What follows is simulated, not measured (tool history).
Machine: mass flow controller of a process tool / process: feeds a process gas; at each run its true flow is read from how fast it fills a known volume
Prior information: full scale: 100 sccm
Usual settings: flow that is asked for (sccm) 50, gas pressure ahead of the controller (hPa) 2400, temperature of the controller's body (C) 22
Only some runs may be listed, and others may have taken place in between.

| run | hour | flow that is asked for (sccm) | gas pressure ahead of the controller (hPa) | temperature of the controller's body (C) | true flow (%) |
|---|---|---|---|---|---|
| 1 | 0.0 | 50 | 2400 | 22 | 100.36 |
| 2 | 102.6 | 50 | 2400 | 22 | 100.47 |
| 3 | 189.7 | 50 | 2400 | 22 | 100.56 |
| 4 | 261.0 | 22 | 2400 | 22 | 101.01 |
| 5 | 354.5 | 41 | 2400 | 22 | 100.68 |
| 6 | 426.2 | 41 | 2400 | 22 | 100.59 |
| 7 | 514.8 | 11 | 2400 | 22 | 102.05 |
| 8 | 565.0 | 11 | 2400 | 22 | 102.11 |
| 9 | 658.5 | 50 | 2400 | 22 | 100.74 |
| 10 | 746.7 | 50 | 2400 | 22 | 100.80 |
| 11 | 851.0 | 50 | 2400 | 22 | 100.79 |
| 12 | 909.3 | 50 | 2400 | 22 | 100.86 |
| 13 | 976.3 | 50 | 1590 | 21 | 101.26 |
| 14 | 1024.1 | 18 | 2120 | 32 | 102.56 |
| 15 | 1126.8 | 20 | 2120 | 33 | 102.61 |
| 16 | 1201.9 | 97 | 1820 | 38 | 102.71 |
| 17 | 1294.2 | 15 | 2550 | 38 | 103.34 |
| 18 | 1396.9 | 15 | 2550 | 38 | 103.33 |
| 19 | 1497.0 | 10 | 2550 | 38 | 104.25 |

3 ways to go on from here, each from the tool as it stands after run 19. What would each give?
| A | 1594.5 | 46 | 2400 | 33 | ? |
| B | 1594.5 | 10 | 2550 | 40 | ? |
| C | 1594.5 | 41 | 2550 | 38 | ? |

| run | true flow (%) |
|---|---|
| A | 102.03 |
| B | 104.51 |
| C | 102.36 |
Without the tool's hidden state the same runs would have given:
| run | true flow (%) |
|---|---|
| A | 100.13 |
| B | 100.42 |
| C | 100.39 |
